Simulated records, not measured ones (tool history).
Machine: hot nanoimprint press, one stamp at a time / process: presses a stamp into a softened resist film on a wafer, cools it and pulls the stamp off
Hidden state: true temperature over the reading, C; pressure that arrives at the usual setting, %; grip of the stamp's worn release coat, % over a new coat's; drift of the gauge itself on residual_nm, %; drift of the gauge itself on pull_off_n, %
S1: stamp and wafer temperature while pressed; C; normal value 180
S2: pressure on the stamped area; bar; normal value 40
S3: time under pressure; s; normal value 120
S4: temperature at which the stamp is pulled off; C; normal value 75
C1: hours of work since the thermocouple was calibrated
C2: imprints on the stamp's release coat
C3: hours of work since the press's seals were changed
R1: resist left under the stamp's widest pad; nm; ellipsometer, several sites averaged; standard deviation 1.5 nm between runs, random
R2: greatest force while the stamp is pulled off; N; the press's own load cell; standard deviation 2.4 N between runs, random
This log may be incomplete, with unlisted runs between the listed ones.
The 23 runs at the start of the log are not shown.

{"run": 24, "hour": 1401.6, "S1": 176, "S2": 27.2, "S3": 181, "S4": 76, "C1": 307, "C2": 1292, "C3": 158, "R1": 293.8, "R2": 111}
{"run": 25, "hour": 1464.4, "S1": 186, "S2": 55.6, "S3": 207, "S4": 75, "C1": 352, "C2": 1432, "C3": 204, "R1": 144.4, "R2": 109}
{"run": 26, "hour": 1502.8, "S1": 186, "S2": 55.6, "S3": 207, "S4": 75, "C1": 380, "C2": 1517, "C3": 231, "R1": 146.2, "R2": 113}
{"run": 27, "hour": 1546.2, "S1": 186, "S2": 55.6, "S3": 207, "S4": 75, "C1": 411, "C2": 1614, "C3": 262, "R1": 144.5, "R2": 112}
{"hour": 1584.6, "done": "gauge calibrated"}
{"hour": 1597.3, "done": "plate thermocouple calibrated"}
{"run": 28, "hour": 1636.8, "S1": 173, "S2": 31, "S3": 120, "S4": 75, "C1": 28, "C2": 1809, "C3": 325, "R1": 355, "R2": 108}
{"run": 29, "hour": 1720.3, "S1": 180, "S2": 57.5, "S3": 90, "S4": 75, "C1": 88, "C2": 1995, "C3": 386, "R1": 257.9, "R2": 113}
{"hour": 1766.2, "done": "stamp cleaned and given a new release coat"}
{"run": 30, "hour": 1804.6, "S1": 180, "S2": 57.5, "S3": 90, "S4": 75, "C1": 145, "C2": 86, "C3": 442, "R1": 255.2, "R2": 110}
{"run": 31, "hour": 1853.7, "S1": 180, "S2": 39.7, "S3": 120, "S4": 64, "C1": 180, "C2": 196, "C3": 477, "R1": 266.9, "R2": 134}

Branching from run 31: 3 alternative next runs. What would each branch give?
{"run": "A", "hour": 1892.7, "S1": 186, "S2": 33.1, "S3": 120, "S4": 83, "C1": 208, "C2": 283, "C3": 505, "R1": "?", "R2": "?"}
{"run": "B", "hour": 1892.7, "S1": 180, "S2": 40, "S3": 64, "S4": 64, "C1": 208, "C2": 283, "C3": 505, "R1": "?", "R2": "?"}
{"run": "C", "hour": 1892.7, "S1": 170, "S2": 24.8, "S3": 120, "S4": 76, "C1": 208, "C2": 283, "C3": 505, "R1": "?", "R2": "?"}

run=A R1=233.5 R2=93
run=B R1=325.1 R2=134
run=C R1=397.4 R2=109
Stripped of hidden state, with their random variation kept, the same runs would have yielded:
run=A R1=234.7 R2=92
run=B R1=326.7 R2=134
run=C R1=399.4 R2=109

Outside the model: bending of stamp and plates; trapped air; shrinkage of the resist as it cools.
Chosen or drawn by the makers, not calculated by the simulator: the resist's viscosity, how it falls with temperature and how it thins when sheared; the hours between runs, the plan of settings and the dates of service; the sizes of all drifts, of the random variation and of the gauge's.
